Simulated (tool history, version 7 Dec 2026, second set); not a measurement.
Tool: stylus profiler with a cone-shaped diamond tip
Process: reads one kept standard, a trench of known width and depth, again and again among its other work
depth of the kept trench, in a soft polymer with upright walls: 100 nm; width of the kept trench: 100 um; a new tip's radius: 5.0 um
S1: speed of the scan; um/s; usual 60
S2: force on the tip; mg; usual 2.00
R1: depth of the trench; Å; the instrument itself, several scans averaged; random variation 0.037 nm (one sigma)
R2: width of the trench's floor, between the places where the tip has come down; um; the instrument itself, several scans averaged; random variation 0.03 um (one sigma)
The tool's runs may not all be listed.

run	hour	S1	S2	R1	R2
1	0.0	60	2.00	1014.5	97.60
2	14.6	60	2.00	1014.4	97.62
3	47.7	60	2.00	1015.2	97.60
4	70.9	68	2.00	1014.4	97.54
5	85.9	68	2.00	1014.5	97.55
6	110.9	60	2.00	1015.0	97.62
7	131.4	60	2.00	1014.5	97.56
8	148.5	60	3.82	1021.7	97.73
9	162.3	60	3.82	1022.6	97.66
10	179.0	60	3.33	1020.3	97.68
11	200.1	60	3.33	1020.5	97.66
12	227.6	60	2.00	1014.2	97.57
13	243.3	60	2.00	1014.3	97.59
14	274.5	60	2.00	1014.9	97.63
15	306.7	60	2.00	1013.6	97.59
16	323.7	60	2.00	1014.6	97.59
17	352.5	60	2.00	1014.9	97.59
18	370.0	60	2.00	1014.3	97.60
19	402.4	60	3.99	1023.3	97.72
20	422.0	60	3.99	1023.0	97.75
21	438.4	146	3.99	1023.2	97.30
22	468.6	146	3.99	1023.5	97.30
23	485.9	60	2.00	1015.1	97.58
24	512.8	60	2.00	1015.0	97.56
25	537.8	48	1.46	1012.1	97.63
26	567.7	32	2.34	1017.0	97.76
27	582.9	32	2.34	1016.6	97.75
28	602.6	16	3.59	1022.1	97.93
29	624.4	64	4.80	1025.8	97.71
30	643.4	64	4.80	1027.0	97.73
31	668.8	60	4.94	1026.7	97.76
32	695.8	58	1.78	1013.8	97.68
33	716.3	18	1.02	1009.6	97.84
34	746.6	60	4.97	1027.6	97.67
35	763.3	36	5.34	1027.8	97.84
36	785.5	36	5.34	1028.6	97.82
37	801.0	82	1.09	1009.7	97.27
38	832.6	210	2.91	1018.3	96.82
39	853.7	210	2.91	1019.0	96.79
40	871.7	21	4.02	1022.5	97.91
41	901.5	21	4.02	1023.1	97.91
42	926.2	206	1.55	1012.6	96.50
43	956.0	19	0.70	1007.0	97.84
44	990.8	18	0.79	1007.3	97.80
45	1024.1	147	1.43	1011.8	96.87
46	1044.8	230	1.93	1013.8	96.41
47	1072.6	230	1.93	1014.2	96.43

Not shown: 1 entry that the log had between the listed runs. Between which runs, and how does the tool's hidden state differ before and after?
Between runs 43 and 44: new tip fitted, height scale calibrated (hour 963.2)
  radius of the tip, um: 5.09 -> 5
